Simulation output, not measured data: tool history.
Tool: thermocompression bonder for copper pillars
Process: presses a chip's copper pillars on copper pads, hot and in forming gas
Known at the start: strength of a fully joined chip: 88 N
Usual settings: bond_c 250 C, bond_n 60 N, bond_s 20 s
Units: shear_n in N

run,hour,bond_c,bond_n,bond_s,shear_n
1,0,250,60,20,30.5
2,18.7,250,60,30,35.6
3,49.9,250,60,30,34.9
4,72.4,250,80,20,36.6
5,97.6,250,60,20,29.4
6,117.8,250,60,20,30.7
7,140.9,250,41,20,24.8
8,180.1,250,41,20,25
9,219.3,250,60,20,29.8
10,260.2,250,60,20,30.6
11,279.3,250,60,20,30.1
# hour 286: forming gas filter changed
12,302.2,250,53,20,30.2
13,320.9,250,60,26,35.2
14,343.2,250,60,26,35.6
15,361.9,250,60,38,41.6
16,384.4,250,60,20,31.5
17,425.7,250,60,20,32.4
18,456.6,250,60,20,31.2
19,484.3,271,60,20,37.8
20,506.6,261,43,20,29.7
21,537.1,261,43,20,29.2
22,556.6,259,43,18,27.3
23,583.2,259,43,18,26.7
24,611.9,245,60,26,32.6
25,640.9,265,61,45,47
26,662.7,248,53,21,26
27,696.6,244,75,12,26.5
28,717.6,238,75,12,23.9
29,759.6,238,75,12,23.5
30,780.7,239,47,24,23.6
31,815.1,264,60,20,35.3
32,855,264,60,24,35.7
33,879.5,250,43,20,24.6
34,921.4,266,60,15,29.9
35,952.3,266,60,15,30.7

4 ways to go on from here, each from the tool as it stands after run 35. What would each give?
A,978.1,250,66,27,?
B,978.1,237,60,12,?
C,978.1,253,76,28,?
D,978.1,234,86,45,?

run,shear_n
A,33.3
B,19.3
C,38.1
D,38.2
Without the tool's hidden state the same runs would have given:
run,shear_n
A,42
B,25.3
C,47.6
D,48.1

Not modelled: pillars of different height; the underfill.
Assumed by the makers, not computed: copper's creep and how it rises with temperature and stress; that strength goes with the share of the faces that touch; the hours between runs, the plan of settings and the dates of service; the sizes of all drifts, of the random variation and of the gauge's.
